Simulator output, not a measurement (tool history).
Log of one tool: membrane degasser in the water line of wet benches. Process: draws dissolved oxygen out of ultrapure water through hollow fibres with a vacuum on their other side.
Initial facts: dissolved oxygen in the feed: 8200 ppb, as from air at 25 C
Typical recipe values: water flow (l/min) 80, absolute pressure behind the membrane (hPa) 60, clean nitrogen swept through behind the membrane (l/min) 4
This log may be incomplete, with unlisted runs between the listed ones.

| run | hour | water flow (l/min) | absolute pressure behind the membrane (hPa) | clean nitrogen swept through behind the membrane (l/min) | dissolved oxygen in the water behind the degasser (ppb) | pressure that the water loses in the fibres (hPa) |
|---|---|---|---|---|---|---|
| 1 | 0 | 80 | 60 | 4 | 380.8 | 456.3 |
| 2 | 91.9 | 80 | 60 | 4 | 373.9 | 452.1 |
| 3 | 200.4 | 49 | 60 | 4 | 195.1 | 282.1 |
| 4 | 313.1 | 49 | 60 | 4 | 193.4 | 283.5 |
| 5 | 395.5 | 80 | 60 | 3.69 | 395.4 | 458.3 |
| 6 | 491.8 | 80 | 60 | 3.69 | 387.6 | 457.1 |
| 7 | 569.7 | 80 | 60 | 3.69 | 393 | 457.3 |
| 8 | 680 | 113 | 60 | 4 | 593.4 | 651.2 |
| 9 | 764.8 | 111 | 60 | 4 | 574.6 | 637 |
| 10 | 842.6 | 80 | 60 | 4 | 386.4 | 459.1 |
| 11 | 943.2 | 80 | 60 | 4 | 384.6 | 462.9 |
| 12 | 994.3 | 80 | 60 | 4 | 385.5 | 462.8 |
|  | 1081.9 | seals of the vacuum lines changed |
| 13 | 1106.6 | 80 | 60 | 4 | 392.7 | 464.7 |
| 14 | 1168.7 | 99 | 60 | 4 | 504 | 567.3 |
|  | 1175.6 | vacuum gauge calibrated |
| 15 | 1251.5 | 80 | 135.1 | 4 | 689 | 466 |
| 16 | 1311.2 | 80 | 135.1 | 4 | 688.5 | 462.8 |
|  | 1335.7 | vacuum gauge calibrated, once more |
| 17 | 1394.1 | 56 | 57.5 | 4 | 214.5 | 322.6 |
| 18 | 1504.7 | 56 | 57.5 | 4 | 214.9 | 324.2 |
| 19 | 1579.4 | 59 | 38.6 | 4 | 175 | 340 |
| 20 | 1651.7 | 59 | 38.6 | 4 | 174.9 | 341.5 |
| 21 | 1729.8 | 126 | 60 | 4 | 633.9 | 730.2 |
| 22 | 1822.8 | 126 | 79.5 | 5.4 | 711 | 729.3 |
| 23 | 1881.5 | 126 | 48.5 | 5.45 | 572.7 | 729.6 |
| 24 | 1929.4 | 126 | 48.5 | 5.45 | 560.1 | 733.2 |
| 25 | 2030.4 | 80 | 64.3 | 9.91 | 318.7 | 461.5 |
| 26 | 2117.8 | 80 | 64.3 | 9.91 | 319.8 | 462.7 |
| 27 | 2224.5 | 80 | 114.4 | 4 | 593.5 | 465.5 |
| 28 | 2339.1 | 61 | 149 | 4 | 549.5 | 353.3 |
| 29 | 2438.2 | 125 | 38.6 | 7.22 | 523.7 | 728.1 |
| 30 | 2535.5 | 74 | 39 | 9.63 | 242.7 | 431.6 |
| 31 | 2626.6 | 117 | 46.5 | 4 | 538.8 | 683.3 |

Each row is a separate what-if for the run after 31, all from the same tool condition, not one after another. Results?
| A | 2696 | 117 | 46.5 | 2.57 | ? | ? |
| B | 2696 | 50 | 58.9 | 10.69 | ? | ? |
| C | 2696 | 98 | 99.9 | 4 | ? | ? |
| D | 2696 | 117 | 46.5 | 9.45 | ? | ? |

| run | dissolved oxygen in the water behind the degasser (ppb) | pressure that the water loses in the fibres (hPa) |
|---|---|---|
| A | 586.3 | 678.1 |
| B | 145.4 | 292.9 |
| C | 677.2 | 577 |
| D | 507.9 | 683.2 |
With the hidden condition removed and each run's random variation left untouched, the same runs would have given:
| run | dissolved oxygen in the water behind the degasser (ppb) | pressure that the water loses in the fibres (hPa) |
|---|---|---|
| A | 508.5 | 640.1 |
| B | 118.7 | 276.6 |
| C | 617.2 | 544.9 |
| D | 432.7 | 644.9 |
